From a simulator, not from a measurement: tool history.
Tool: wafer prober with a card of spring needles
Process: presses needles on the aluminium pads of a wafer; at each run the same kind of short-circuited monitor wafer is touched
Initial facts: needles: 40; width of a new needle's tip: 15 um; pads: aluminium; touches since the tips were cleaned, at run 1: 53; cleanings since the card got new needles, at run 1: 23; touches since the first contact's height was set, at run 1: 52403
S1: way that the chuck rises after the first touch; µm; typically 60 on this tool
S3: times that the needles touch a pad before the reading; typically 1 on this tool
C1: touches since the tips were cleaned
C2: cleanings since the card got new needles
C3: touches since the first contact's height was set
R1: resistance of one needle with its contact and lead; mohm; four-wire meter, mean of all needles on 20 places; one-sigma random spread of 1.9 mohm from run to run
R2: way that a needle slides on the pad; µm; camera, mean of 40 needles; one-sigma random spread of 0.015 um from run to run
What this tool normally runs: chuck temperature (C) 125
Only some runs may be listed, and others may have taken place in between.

Run 1, hour 0: usual settings; C1 53; C2 23; C3 52403. Result: R1 198 mohm, R2 15.77 µm.
Run 2, hour 22.4: usual settings; C1 4469; C2 23; C3 56819. Result: R1 211 mohm, R2 15.73 µm.
Run 3, hour 42.2: usual settings; C1 8348; C2 23; C3 60698. Result: R1 215 mohm, R2 15.77 µm.
At hour 44.9: tips cleaned on abrasive film.
Run 4, hour 55.7: usual settings; C1 2126; C2 24; C3 63344. Result: R1 209 mohm, R2 15.77 µm.
Run 5, hour 75.2: usual settings but S3 2; C1 5959; C2 24; C3 67177. Result: R1 208 mohm, R2 15.77 µm.
Run 6, hour 87: usual settings but S3 2; C1 8273; C2 24; C3 69491. Result: R1 210 mohm, R2 15.75 µm.
At hour 89.5: tips cleaned on abrasive film.
Run 7, hour 107.2: usual settings but S3 2; C1 3489; C2 25; C3 73459. Result: R1 204 mohm, R2 15.74 µm.
Run 8, hour 121.4: usual settings but S3 2; C1 6278; C2 25; C3 76248. Result: R1 209 mohm, R2 15.73 µm.
At hour 134.8: tips cleaned on abrasive film.
At hour 135.1: height of the first contact set anew.
Run 9, hour 137.2: usual settings but S3 2; C1 422; C2 26; C3 422. Result: R1 200 mohm, R2 15.88 µm.
Run 10, hour 161: usual settings but chuck temperature (C) 67, S3 2; C1 5103; C2 26; C3 5103. Result: R1 193 mohm, R2 15.91 µm.
Run 11, hour 174.2: usual settings but chuck temperature (C) 67, S3 2; C1 7699; C2 26; C3 7699. Result: R1 196 mohm, R2 15.87 µm.
At hour 178.9: tips cleaned on abrasive film.
Run 12, hour 187.7: usual settings but chuck temperature (C) 67, S3 2; C1 1733; C2 27; C3 10325. Result: R1 191 mohm, R2 15.86 µm.
Run 13, hour 205.3: usual settings but chuck temperature (C) 67, S3 2; C1 5192; C2 27; C3 13784. Result: R1 194 mohm, R2 15.86 µm.
At hour 221.6: tips cleaned on abrasive film.
Run 14, hour 222.6: usual settings; C1 188; C2 28; C3 17176. Result: R1 202 mohm, R2 15.86 µm.
Run 15, hour 246.8: usual settings; C1 4953; C2 28; C3 21941. Result: R1 209 mohm, R2 15.82 µm.
Run 16, hour 263.3: usual settings but S3 2; C1 8198; C2 28; C3 25186. Result: R1 208 mohm, R2 15.84 µm.
At hour 266: tips cleaned on abrasive film.
Run 17, hour 286.7: usual settings but S3 3; C1 4070; C2 29; C3 29774. Result: R1 203 mohm, R2 15.84 µm.
At hour 311: tips cleaned on abrasive film.
Run 18, hour 313.3: usual settings but S1 79 µm, chuck temperature (C) 55; C1 458; C2 30; C3 34982. Result: R1 184 mohm, R2 20.83 µm.
Run 19, hour 328.5: usual settings but S1 71 µm, chuck temperature (C) 27, S3 3; C1 3451; C2 30; C3 37975. Result: R1 182 mohm, R2 18.7 µm.
Run 20, hour 347: usual settings but S1 45 µm, chuck temperature (C) 26, S3 2; C1 7090; C2 30; C3 41614. Result: R1 201 mohm, R2 11.82 µm.
At hour 354.1: tips cleaned on abrasive film.
Run 21, hour 360.5: usual settings but S1 53 µm, chuck temperature (C) 98, S3 3; C1 1261; C2 31; C3 44248. Result: R1 197 mohm, R2 13.93 µm.
Run 22, hour 377.2: usual settings but S1 53 µm, chuck temperature (C) 98, S3 3; C1 4554; C2 31; C3 47541. Result: R1 205 mohm, R2 13.92 µm.
Run 23, hour 393.3: usual settings but S1 53 µm, chuck temperature (C) 98, S3 3; C1 7715; C2 31; C3 50702. Result: R1 201 mohm, R2 13.94 µm.
At hour 397.8: tips cleaned on abrasive film.
Run 24, hour 410.7: usual settings but S1 51 µm, chuck temperature (C) 38; C1 2557; C2 32; C3 54112. Result: R1 198 mohm, R2 13.38 µm.
Run 25, hour 432.5: usual settings but S1 41 µm, chuck temperature (C) 38; C1 6845; C2 32; C3 58400. Result: R1 220 mohm, R2 10.75 µm.
At hour 442.4: tips cleaned on abrasive film.
Run 26, hour 460.9: usual settings but S1 41 µm, chuck temperature (C) 38; C1 3634; C2 33; C3 63953. Result: R1 213 mohm, R2 10.7 µm.
Run 27, hour 476.7: usual settings but S1 41 µm, chuck temperature (C) 38; C1 6747; C2 33; C3 67066. Result: R1 220 mohm, R2 10.74 µm.
At hour 485.2: tips cleaned on abrasive film.
Run 28, hour 496.2: usual settings but S1 49 µm, chuck temperature (C) 42; C1 2164; C2 34; C3 70880. Result: R1 202 mohm, R2 12.82 µm.
Run 29, hour 510.2: usual settings but S1 49 µm, chuck temperature (C) 42; C1 4926; C2 34; C3 73642. Result: R1 207 mohm, R2 12.81 µm.
Run 30, hour 525.8: usual settings but S1 49 µm, chuck temperature (C) 42; C1 7991; C2 34; C3 76707. Result: R1 209 mohm, R2 12.82 µm.
At hour 529.4: tips cleaned on abrasive film.
At hour 535.4: height of the first contact set anew.
Run 31, hour 541.6: usual settings but S1 79 µm; C1 2324; C2 35; C3 1208. Result: R1 204 mohm, R2 20.88 µm.
Run 32, hour 564.1: usual settings but S1 66 µm, chuck temperature (C) 61; C1 6765; C2 35; C3 5649. Result: R1 199 mohm, R2 17.47 µm.
At hour 572.6: tips cleaned on abrasive film.
Run 33, hour 582.7: usual settings but S1 51 µm, chuck temperature (C) 51; C1 1982; C2 36; C3 9285. Result: R1 196 mohm, R2 13.48 µm.

Results for each run, recomputed without the tool's hidden state and with each run's random variation untouched:
Hidden conditions of the tool in this case: debris on the tips, nm; way that the needles fall short of the set height, um; tips' diameter, um; drift of the gauge itself on contact_mohm, %; drift of the gauge itself on scrub_um, %.
run   R1     R2
  1  197  15.89
  2  197  15.85
  3  200  15.89
  4  199  15.91
  5  198  15.91
  6  200  15.89
  7  197   15.9
  8  200  15.89
  9  198  15.88
 10  184  15.91
 11  186  15.87
 12  185  15.88
 13  185  15.88
 14  199  15.91
 15  195  15.86
 16  199  15.88
 17  198   15.9
 18  181  20.91
 19  178  18.78
 20  182   11.9
 21  193  14.03
 22  198  14.02
 23  193  14.04
 24  181   13.5
 25  185  10.87
 26  184  10.83
 27  185  10.87
 28  185  12.97
 29  183  12.96
 30  183  12.97
 31  198  20.88
 32  184  17.47
 33  181   13.5
